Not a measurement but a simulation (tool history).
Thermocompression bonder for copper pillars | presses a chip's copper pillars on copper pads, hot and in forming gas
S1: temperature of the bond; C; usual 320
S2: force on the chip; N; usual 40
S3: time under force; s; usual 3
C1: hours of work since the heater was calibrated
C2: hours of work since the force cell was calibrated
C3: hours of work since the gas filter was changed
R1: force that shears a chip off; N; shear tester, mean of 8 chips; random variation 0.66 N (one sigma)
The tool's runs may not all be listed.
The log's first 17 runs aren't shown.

run 18 hour=321.8 | S1=320 S2=40 S3=2 | C1=495 C2=729 C3=184 | R1=44.0
run 19 hour=347.5 | S1=320 S2=40 S3=2 | C1=509 C2=743 C3=198 | R1=45.6
-- hour=350.7 force cell calibrated
run 20 hour=368.0 | S1=320 S2=31 S3=4 | C1=520 C2=10 C3=209 | R1=48.9
run 21 hour=383.9 | S1=320 S2=31 S3=4 | C1=528 C2=18 C3=217 | R1=49.4
run 22 hour=404.5 | S1=316 S2=40 S3=7 | C1=540 C2=30 C3=229 | R1=61.3
run 23 hour=423.4 | S1=320 S2=37 S3=4 | C1=550 C2=40 C3=239 | R1=53.4
run 24 hour=446.4 | S1=320 S2=37 S3=4 | C1=563 C2=53 C3=252 | R1=54.3
-- hour=458.2 heater calibrated with a thermocouple chip
run 25 hour=463.6 | S1=320 S2=37 S3=4 | C1=3 C2=61 C3=260 | R1=47.9
run 26 hour=483.1 | S1=320 S2=37 S3=4 | C1=14 C2=72 C3=271 | R1=49.1
run 27 hour=496.9 | S1=349 S2=50 S3=5 | C1=21 C2=79 C3=278 | R1=68.8
-- hour=506.4 force cell calibrated, once more
run 28 hour=516.9 | S1=298 S2=28 S3=3 | C1=31 C2=6 C3=288 | R1=29.4

Forecast run 29:
run 29 hour=535.9 | S1=298 S2=28 S3=3 | C1=42 C2=16 C3=299 | R1=?

R1: 29.1 N
Without the tool's hidden state the same run would have given R1 31.4 N.
